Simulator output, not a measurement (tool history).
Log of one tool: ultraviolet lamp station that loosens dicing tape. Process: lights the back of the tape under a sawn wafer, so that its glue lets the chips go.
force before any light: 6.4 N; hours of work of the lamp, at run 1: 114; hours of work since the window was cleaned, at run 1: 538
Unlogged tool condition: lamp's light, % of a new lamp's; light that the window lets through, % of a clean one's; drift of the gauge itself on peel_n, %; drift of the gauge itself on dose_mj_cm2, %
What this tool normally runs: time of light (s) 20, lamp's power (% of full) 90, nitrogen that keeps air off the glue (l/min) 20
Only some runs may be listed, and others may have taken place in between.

run,hour,time of light (s),lamp's power (% of full),nitrogen that keeps air off the glue (l/min),hours of work of the lamp,hours of work since the window was cleaned,force that peels the tape off (N),light that reached the tape (mJ/cm²)
1,0.0,20,90,20,114,538,0.491,331
2,32.9,20,90,20,136,560,0.481,323
3,65.6,20,90,20,157,582,0.516,315
# hour 68.3: window cleaned of glue's vapour
4,83.3,20,90,20,169,10,0.376,372
5,105.7,20,90,20,184,25,0.365,368
6,128.9,21,90,20,199,40,0.336,387
7,147.6,21,90,20,211,53,0.344,378
8,183.9,20,90,20,235,77,0.422,351
9,216.6,20,90,20,257,98,0.447,348
10,241.6,20,61,20,274,115,0.977,231
11,257.2,20,61,20,284,125,0.973,229
12,279.5,20,61,20,299,140,1.031,228
13,317.2,20,61,20,324,165,1.067,220
14,334.0,20,68,26,335,176,0.764,245
15,364.9,20,68,26,356,197,0.794,242
16,381.1,20,93,14,366,208,0.610,329
17,400.9,15,63,8,379,221,2.435,162
18,422.7,27,93,20,394,235,0.278,430
19,439.1,20,90,15,405,246,0.691,305
20,468.1,20,90,11,424,265,0.882,297
21,502.7,20,83,21,447,288,0.729,272

What if the next run were any one of these 3? Each begins from the tool's condition after run 21:
A,538.2,17,67,30,471,312,?,?
B,538.2,19,70,14,471,312,?,?
C,538.2,20,74,22,471,312,?,?

run,force that peels the tape off (N),light that reached the tape (mJ/cm²)
A,1.217,183
B,1.349,213
C,0.866,234
The same runs, with their run-to-run variation unchanged, on a tool lacking any hidden condition would have given:
run,force that peels the tape off (N),light that reached the tape (mJ/cm²)
A,0.611,265
B,0.705,310
C,0.408,341
